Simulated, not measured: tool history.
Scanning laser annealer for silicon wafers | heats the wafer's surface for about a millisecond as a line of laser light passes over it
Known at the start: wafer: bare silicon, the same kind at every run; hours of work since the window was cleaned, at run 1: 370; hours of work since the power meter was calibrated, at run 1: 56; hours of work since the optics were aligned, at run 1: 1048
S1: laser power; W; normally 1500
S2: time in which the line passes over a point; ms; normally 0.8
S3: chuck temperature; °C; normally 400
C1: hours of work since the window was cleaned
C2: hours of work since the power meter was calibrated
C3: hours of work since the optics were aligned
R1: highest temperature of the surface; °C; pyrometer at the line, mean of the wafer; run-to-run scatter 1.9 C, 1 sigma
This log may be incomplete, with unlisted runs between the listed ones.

{"run": 1, "hour": 0.0, "S1": 1500, "S2": 0.8, "S3": 400, "C1": 370, "C2": 56, "C3": 1048, "R1": 1193}
{"run": 2, "hour": 15.2, "S1": 1500, "S2": 0.8, "S3": 400, "C1": 380, "C2": 66, "C3": 1058, "R1": 1191}
{"run": 3, "hour": 33.2, "S1": 1500, "S2": 0.8, "S3": 400, "C1": 392, "C2": 78, "C3": 1070, "R1": 1190}
{"run": 4, "hour": 44.8, "S1": 1500, "S2": 0.8, "S3": 400, "C1": 400, "C2": 86, "C3": 1078, "R1": 1190}
{"run": 5, "hour": 56.1, "S1": 1500, "S2": 0.8, "S3": 400, "C1": 408, "C2": 94, "C3": 1085, "R1": 1186}
{"run": 6, "hour": 66.8, "S1": 1500, "S2": 0.8, "S3": 400, "C1": 415, "C2": 101, "C3": 1092, "R1": 1189}
{"hour": 86.8, "done": "optics aligned, line set to its width"}
{"run": 7, "hour": 90.6, "S1": 1500, "S2": 0.8, "S3": 400, "C1": 427, "C2": 113, "C3": 2, "R1": 1191}
{"run": 8, "hour": 106.6, "S1": 1500, "S2": 0.8, "S3": 400, "C1": 438, "C2": 124, "C3": 13, "R1": 1192}
{"run": 9, "hour": 117.7, "S1": 1500, "S2": 0.8, "S3": 400, "C1": 445, "C2": 131, "C3": 21, "R1": 1191}
{"run": 10, "hour": 137.2, "S1": 1500, "S2": 0.8, "S3": 400, "C1": 458, "C2": 144, "C3": 34, "R1": 1191}
{"run": 11, "hour": 155.0, "S1": 1303, "S2": 0.8, "S3": 400, "C1": 470, "C2": 156, "C3": 45, "R1": 1075}
{"run": 12, "hour": 173.5, "S1": 1500, "S2": 0.773, "S3": 400, "C1": 483, "C2": 168, "C3": 58, "R1": 1178}
{"run": 13, "hour": 187.4, "S1": 1428, "S2": 0.8, "S3": 400, "C1": 492, "C2": 178, "C3": 67, "R1": 1149}
{"run": 14, "hour": 198.6, "S1": 1428, "S2": 0.8, "S3": 400, "C1": 499, "C2": 185, "C3": 74, "R1": 1151}
{"run": 15, "hour": 218.7, "S1": 1428, "S2": 0.8, "S3": 400, "C1": 513, "C2": 199, "C3": 88, "R1": 1147}
{"run": 16, "hour": 239.3, "S1": 1623, "S2": 0.8, "S3": 400, "C1": 526, "C2": 212, "C3": 102, "R1": 1262}
{"run": 17, "hour": 250.6, "S1": 1623, "S2": 0.8, "S3": 400, "C1": 534, "C2": 220, "C3": 109, "R1": 1265}
{"run": 18, "hour": 263.1, "S1": 1295, "S2": 0.8, "S3": 400, "C1": 542, "C2": 228, "C3": 117, "R1": 1073}
{"run": 19, "hour": 287.5, "S1": 1572, "S2": 0.8, "S3": 400, "C1": 558, "C2": 244, "C3": 134, "R1": 1235}
{"run": 20, "hour": 298.3, "S1": 1572, "S2": 0.8, "S3": 400, "C1": 566, "C2": 252, "C3": 141, "R1": 1231}
{"run": 21, "hour": 321.4, "S1": 1642, "S2": 0.8, "S3": 400, "C1": 581, "C2": 267, "C3": 156, "R1": 1272}
{"run": 22, "hour": 346.3, "S1": 1642, "S2": 0.8, "S3": 432, "C1": 598, "C2": 284, "C3": 173, "R1": 1307}
{"run": 23, "hour": 359.1, "S1": 1642, "S2": 0.8, "S3": 432, "C1": 606, "C2": 292, "C3": 181, "R1": 1304}
{"run": 24, "hour": 383.7, "S1": 1642, "S2": 0.8, "S3": 432, "C1": 622, "C2": 308, "C3": 198, "R1": 1306}
{"run": 25, "hour": 409.0, "S1": 1642, "S2": 0.8, "S3": 432, "C1": 639, "C2": 325, "C3": 214, "R1": 1306}
{"run": 26, "hour": 424.8, "S1": 1642, "S2": 0.8, "S3": 432, "C1": 650, "C2": 336, "C3": 225, "R1": 1303}
{"run": 27, "hour": 449.2, "S1": 1642, "S2": 0.8, "S3": 432, "C1": 666, "C2": 352, "C3": 241, "R1": 1304}
{"run": 28, "hour": 467.5, "S1": 1642, "S2": 0.8, "S3": 432, "C1": 678, "C2": 364, "C3": 253, "R1": 1306}
{"run": 29, "hour": 491.8, "S1": 1393, "S2": 0.951, "S3": 432, "C1": 694, "C2": 380, "C3": 270, "R1": 1231}
{"run": 30, "hour": 513.1, "S1": 1393, "S2": 0.951, "S3": 432, "C1": 709, "C2": 395, "C3": 284, "R1": 1232}
{"run": 31, "hour": 538.6, "S1": 1381, "S2": 0.951, "S3": 399, "C1": 726, "C2": 412, "C3": 301, "R1": 1191}
{"run": 32, "hour": 560.9, "S1": 1516, "S2": 0.759, "S3": 399, "C1": 740, "C2": 426, "C3": 316, "R1": 1178}
{"run": 33, "hour": 575.8, "S1": 1516, "S2": 0.73, "S3": 405, "C1": 750, "C2": 436, "C3": 325, "R1": 1166}
{"run": 34, "hour": 597.7, "S1": 1516, "S2": 0.932, "S3": 371, "C1": 765, "C2": 451, "C3": 340, "R1": 1242}
{"run": 35, "hour": 621.2, "S1": 1541, "S2": 0.868, "S3": 400, "C1": 781, "C2": 466, "C3": 356, "R1": 1251}
{"run": 36, "hour": 633.5, "S1": 1541, "S2": 0.68, "S3": 418, "C1": 789, "C2": 475, "C3": 364, "R1": 1162}
{"run": 37, "hour": 644.7, "S1": 1461, "S2": 0.647, "S3": 414, "C1": 796, "C2": 482, "C3": 371, "R1": 1098}
{"run": 38, "hour": 657.4, "S1": 1554, "S2": 0.727, "S3": 419, "C1": 805, "C2": 491, "C3": 380, "R1": 1197}
{"hour": 669.3, "done": "window over the wafer cleaned"}
{"run": 39, "hour": 676.6, "S1": 1320, "S2": 0.8, "S3": 438, "C1": 5, "C2": 502, "C3": 391, "R1": 1125}
{"run": 40, "hour": 700.8, "S1": 1320, "S2": 0.8, "S3": 439, "C1": 21, "C2": 518, "C3": 407, "R1": 1124}
{"run": 41, "hour": 717.1, "S1": 1285, "S2": 0.795, "S3": 400, "C1": 32, "C2": 529, "C3": 418, "R1": 1065}

Some steps in R1 between neighbouring runs. How much of each would the tool show without its hidden state too (settings, what came in, random variation), and how much is left for the hidden state, with any gauge scatter that isn't in both results?
Hidden conditions of the tool in this case: light that passes the window, % of a clean one's; laser's true power over the reading, %; width of the line over the set one, %; drift of the gauge itself on peak_c, C.
Run 6 -> 7: optics aligned, line set to its width. R1 +2 °C: hidden state +1, all else +1.
Run 9 -> 10: no setting changed, nothing entered. R1 +0 °C: hidden state -1, all else +1.
Run 10 -> 11: S1 1500 -> 1303. R1 -116 °C: hidden state +1, all else -117.
Run 17 -> 18: S1 1623 -> 1295. R1 -192 °C: hidden state +0, all else -192.
Run 18 -> 19: S1 1295 -> 1572. R1 +162 °C: hidden state -1, all else +163.
Run 38 -> 39: S1 1554 -> 1320, S2 0.727 -> 0.8, S3 419 -> 438, window over the wafer cleaned. R1 -72 °C: hidden state +2, all else -74.
